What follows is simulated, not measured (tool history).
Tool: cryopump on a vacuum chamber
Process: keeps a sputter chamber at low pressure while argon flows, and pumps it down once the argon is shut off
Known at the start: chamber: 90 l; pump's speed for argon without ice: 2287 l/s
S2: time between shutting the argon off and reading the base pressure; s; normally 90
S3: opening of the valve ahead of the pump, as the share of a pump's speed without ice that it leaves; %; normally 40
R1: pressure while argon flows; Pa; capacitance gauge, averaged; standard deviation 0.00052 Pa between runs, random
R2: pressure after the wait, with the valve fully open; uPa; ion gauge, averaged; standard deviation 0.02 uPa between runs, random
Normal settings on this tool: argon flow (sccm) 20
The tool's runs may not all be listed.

run 1 hour=0 | argon_flow_(sccm)=20 S2=90 S3=40 | R1=0.0387 R2=0.71
run 2 hour=30.2 | argon_flow_(sccm)=14 S2=90 S3=40 | R1=0.0274 R2=0.75
run 3 hour=73.2 | argon_flow_(sccm)=35 S2=90 S3=40 | R1=0.0679 R2=0.74
run 4 hour=125.9 | argon_flow_(sccm)=35 S2=90 S3=40 | R1=0.0698 R2=0.76
run 5 hour=157 | argon_flow_(sccm)=35 S2=90 S3=40 | R1=0.0696 R2=0.81
run 6 hour=227 | argon_flow_(sccm)=35 S2=90 S3=40 | R1=0.0701 R2=0.84
run 7 hour=292.8 | argon_flow_(sccm)=15 S2=90 S3=40 | R1=0.0302 R2=0.85
run 8 hour=363.6 | argon_flow_(sccm)=20 S2=90 S3=40 | R1=0.0408 R2=0.91
run 9 hour=398.2 | argon_flow_(sccm)=20 S2=90 S3=40 | R1=0.0405 R2=0.94
run 10 hour=464.1 | argon_flow_(sccm)=20 S2=90 S3=40 | R1=0.0407 R2=0.98
run 11 hour=520.6 | argon_flow_(sccm)=20 S2=90 S3=40 | R1=0.0408 R2=0.99
run 12 hour=566.2 | argon_flow_(sccm)=16 S2=90 S3=40 | R1=0.0328 R2=1.03
-- hour=613.2 pump warmed up, emptied and cooled again
run 13 hour=616.7 | argon_flow_(sccm)=16 S2=90 S3=40 | R1=0.0298 R2=0.82
-- hour=666.9 leaking fittings of the chamber tightened, without venting
run 14 hour=689.3 | argon_flow_(sccm)=20 S2=90 S3=19 | R1=0.0788 R2=0.28
run 15 hour=757.1 | argon_flow_(sccm)=26 S2=186 S3=19 | R1=0.1025 R2=0.25
run 16 hour=817.7 | argon_flow_(sccm)=20 S2=276 S3=25 | R1=0.0601 R2=0.21
run 17 hour=856.7 | argon_flow_(sccm)=20 S2=90 S3=60 | R1=0.0261 R2=0.33
run 18 hour=890.5 | argon_flow_(sccm)=26 S2=90 S3=60 | R1=0.0321 R2=0.37
run 19 hour=935.7 | argon_flow_(sccm)=27 S2=27 S3=40 | R1=0.0511 R2=0.76
run 20 hour=969.3 | argon_flow_(sccm)=27 S2=27 S3=40 | R1=0.0513 R2=0.79
run 21 hour=1012.7 | argon_flow_(sccm)=27 S2=27 S3=40 | R1=0.0517 R2=0.79
run 22 hour=1087.9 | argon_flow_(sccm)=27 S2=109 S3=40 | R1=0.0522 R2=0.44
run 23 hour=1142 | argon_flow_(sccm)=32 S2=109 S3=16 | R1=0.1486 R2=0.43
run 24 hour=1201.7 | argon_flow_(sccm)=23 S2=106 S3=29 | R1=0.06 R2=0.46
run 25 hour=1273.9 | argon_flow_(sccm)=23 S2=106 S3=29 | R1=0.0611 R2=0.46
run 26 hour=1337.5 | argon_flow_(sccm)=23 S2=106 S3=29 | R1=0.0602 R2=0.54
run 27 hour=1408.2 | argon_flow_(sccm)=10 S2=21 S3=18 | R1=0.0418 R2=1.08

Below, each run's measurement less what the same run would have read without the hidden state. Both values contain the same run-to-run variation, but the gauge's scatter may not be the same in both:
Unlogged tool condition in this case: pump's speed, % of a pump's without ice; cold plate's temperature, K; leak into the chamber, uPa l/s; drift of the gauge itself on working_pa, %; drift of the gauge itself on base_upa, %.
run=1 R1=+0.0021 R2=+0.44
run=2 R1=+0.0016 R2=+0.45
run=3 R1=+0.0041 R2=+0.47
run=4 R1=+0.0044 R2=+0.49
run=5 R1=+0.0045 R2=+0.51
run=6 R1=+0.005 R2=+0.55
run=7 R1=+0.0023 R2=+0.59
run=8 R1=+0.0033 R2=+0.61
run=9 R1=+0.0034 R2=+0.64
run=10 R1=+0.0036 R2=+0.67
run=11 R1=+0.0038 R2=+0.7
run=12 R1=+0.0031 R2=+0.74
run=13 R1=+0.0003 R2=+0.55
run=14 R1=+0.0005 R2=+0.02
run=15 R1=+0.0009 R2=+0.05
run=16 R1=+0.0008 R2=+0.07
run=17 R1=+0.0009 R2=+0.08
run=18 R1=+0.0013 R2=+0.1
run=19 R1=+0.0015 R2=+0.11
run=20 R1=+0.0016 R2=+0.12
run=21 R1=+0.0018 R2=+0.14
run=22 R1=+0.002 R2=+0.17
run=23 R1=+0.0026 R2=+0.19
run=24 R1=+0.0021 R2=+0.22
run=25 R1=+0.0023 R2=+0.24
run=26 R1=+0.0025 R2=+0.26
run=27 R1=+0.0012 R2=+0.3

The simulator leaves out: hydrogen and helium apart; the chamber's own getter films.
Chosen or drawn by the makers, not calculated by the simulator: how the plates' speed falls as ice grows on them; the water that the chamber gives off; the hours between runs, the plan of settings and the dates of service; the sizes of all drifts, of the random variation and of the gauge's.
